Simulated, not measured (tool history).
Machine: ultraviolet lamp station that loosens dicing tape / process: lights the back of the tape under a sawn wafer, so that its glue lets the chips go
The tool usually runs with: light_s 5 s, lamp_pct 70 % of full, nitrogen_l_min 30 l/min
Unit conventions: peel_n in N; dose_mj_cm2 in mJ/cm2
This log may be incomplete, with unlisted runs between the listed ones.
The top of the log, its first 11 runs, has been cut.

| run | hour | light_s | lamp_pct | nitrogen_l_min | hours of work of the lamp | hours of work since the window was cleaned | peel_n | dose_mj_cm2 |
|---|---|---|---|---|---|---|---|---|
| 12 | 142.7 | 5 | 70 | 30 | 507 | 270 | 0.393 | 187 |
| 13 | 161.5 | 5 | 70 | 30 | 519 | 283 | 0.426 | 186 |
| 14 | 180.2 | 3 | 70 | 30 | 532 | 295 | 1.298 | 110 |
| 15 | 198.2 | 3 | 70 | 30 | 544 | 307 | 1.298 | 109 |
| 16 | 218.8 | 3 | 70 | 30 | 557 | 320 | 1.312 | 112 |
|  | 220.4 | window cleaned of glue's vapour |
| 17 | 231.3 | 3 | 70 | 30 | 565 | 7 | 1.352 | 110 |
| 18 | 247.2 | 3 | 70 | 30 | 575 | 17 | 1.379 | 109 |
|  | 263.4 | window cleaned of glue's vapour, once more |
| 19 | 264.5 | 5 | 70 | 21 | 586 | 1 | 0.514 | 201 |
| 20 | 285.0 | 8 | 70 | 16 | 600 | 14 | 0.206 | 319 |
| 21 | 298.9 | 5 | 70 | 52 | 609 | 23 | 0.215 | 195 |
| 22 | 313.3 | 5 | 70 | 52 | 618 | 33 | 0.222 | 197 |
| 23 | 328.4 | 7 | 85 | 30 | 628 | 43 | 0.110 | 334 |
| 24 | 337.1 | 7 | 85 | 30 | 634 | 48 | 0.102 | 337 |
| 25 | 352.9 | 7 | 85 | 30 | 644 | 59 | 0.123 | 335 |
| 26 | 367.4 | 2 | 85 | 18 | 654 | 68 | 2.377 | 94 |
| 27 | 387.7 | 4 | 72 | 21 | 667 | 81 | 0.887 | 160 |
| 28 | 407.2 | 3 | 64 | 15 | 680 | 94 | 2.197 | 104 |
| 29 | 425.3 | 5 | 70 | 22 | 691 | 106 | 0.552 | 192 |
| 30 | 443.5 | 5 | 74 | 22 | 703 | 118 | 0.479 | 203 |
| 31 | 452.9 | 5 | 74 | 22 | 710 | 124 | 0.482 | 205 |
| 32 | 467.8 | 4 | 70 | 18 | 719 | 134 | 1.083 | 154 |
| 33 | 486.0 | 4 | 70 | 18 | 731 | 146 | 1.079 | 150 |
| 34 | 495.1 | 3 | 79 | 41 | 737 | 152 | 0.784 | 129 |
| 35 | 508.9 | 3 | 79 | 41 | 746 | 161 | 0.777 | 127 |

Alternative continuations, all from the tool just after run 35; predict every row:
| A | 521.7 | 5 | 79 | 41 | 755 | 169 | ? | ? |
| B | 521.7 | 3 | 81 | 9 | 755 | 169 | ? | ? |
| C | 521.7 | 4 | 65 | 11 | 755 | 169 | ? | ? |
| D | 521.7 | 7 | 79 | 14 | 755 | 169 | ? | ? |
| E | 521.7 | 3 | 70 | 12 | 755 | 169 | ? | ? |

| run | peel_n | dose_mj_cm2 |
|---|---|---|
| A | 0.218 | 211 |
| B | 2.251 | 128 |
| C | 1.919 | 138 |
| D | 0.278 | 298 |
| E | 2.331 | 116 |
The same runs, with their run-to-run variation unchanged, on a tool lacking any hidden condition would have given:
| run | peel_n | dose_mj_cm2 |
|---|---|---|
| A | 0.150 | 247 |
| B | 1.807 | 150 |
| C | 1.490 | 162 |
| D | 0.183 | 349 |
| E | 1.880 | 135 |
